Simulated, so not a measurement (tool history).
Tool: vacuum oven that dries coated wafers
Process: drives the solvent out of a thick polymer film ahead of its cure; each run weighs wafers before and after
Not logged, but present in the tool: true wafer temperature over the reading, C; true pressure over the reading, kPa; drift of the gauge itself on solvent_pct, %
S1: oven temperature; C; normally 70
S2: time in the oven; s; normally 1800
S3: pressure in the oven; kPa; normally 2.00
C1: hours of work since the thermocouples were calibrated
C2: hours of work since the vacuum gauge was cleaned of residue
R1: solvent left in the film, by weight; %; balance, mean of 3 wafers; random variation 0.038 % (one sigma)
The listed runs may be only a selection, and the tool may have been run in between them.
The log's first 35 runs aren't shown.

{"run": 36, "day": 118.938, "S1": 80, "S2": 2700, "S3": 2.0, "C1": 271, "C2": 640, "R1": 0.87}
{"run": 37, "day": 121.492, "S1": 60, "S2": 1800, "S3": 2.0, "C1": 310, "C2": 679, "R1": 5.39}
{"run": 38, "day": 124.15, "S1": 60, "S2": 1800, "S3": 2.0, "C1": 350, "C2": 719, "R1": 5.47}
{"run": 39, "day": 126.271, "S1": 60, "S2": 1800, "S3": 2.0, "C1": 383, "C2": 752, "R1": 5.51}
{"run": 40, "day": 128.367, "S1": 60, "S2": 1800, "S3": 2.0, "C1": 415, "C2": 784, "R1": 5.39}
{"run": 41, "day": 132.842, "S1": 60, "S2": 1800, "S3": 2.0, "C1": 483, "C2": 852, "R1": 5.42}
{"run": 42, "day": 135.008, "S1": 60, "S2": 1800, "S3": 2.0, "C1": 516, "C2": 885, "R1": 5.47}
{"run": 43, "day": 138.467, "S1": 60, "S2": 1320, "S3": 3.94, "C1": 569, "C2": 938, "R1": 8.46}
{"run": 44, "day": 142.008, "S1": 73, "S2": 1320, "S3": 4.18, "C1": 623, "C2": 992, "R1": 3.79}
{"run": 45, "day": 143.971, "S1": 73, "S2": 1320, "S3": 4.18, "C1": 653, "C2": 1022, "R1": 3.84}

Branching from run 45: 5 alternative next runs. What would each branch give?
{"run": "A", "day": 146.0, "S1": 58, "S2": 2400, "S3": 4.18, "C1": 684, "C2": 1053, "R1": "?"}
{"run": "B", "day": 146.0, "S1": 70, "S2": 1200, "S3": 2.77, "C1": 684, "C2": 1053, "R1": "?"}
{"run": "C", "day": 146.0, "S1": 73, "S2": 1560, "S3": 4.18, "C1": 684, "C2": 1053, "R1": "?"}
{"run": "D", "day": 146.0, "S1": 68, "S2": 2640, "S3": 5.07, "C1": 684, "C2": 1053, "R1": "?"}
{"run": "E", "day": 146.0, "S1": 82, "S2": 1800, "S3": 2.01, "C1": 684, "C2": 1053, "R1": "?"}

run=A R1=7.14
run=B R1=4.27
run=C R1=3.36
run=D R1=4.06
run=E R1=0.88
Without the tool's unlogged condition, the same runs would have read:
run=A R1=7.12
run=B R1=4.26
run=C R1=3.35
run=D R1=4.05
run=E R1=0.87
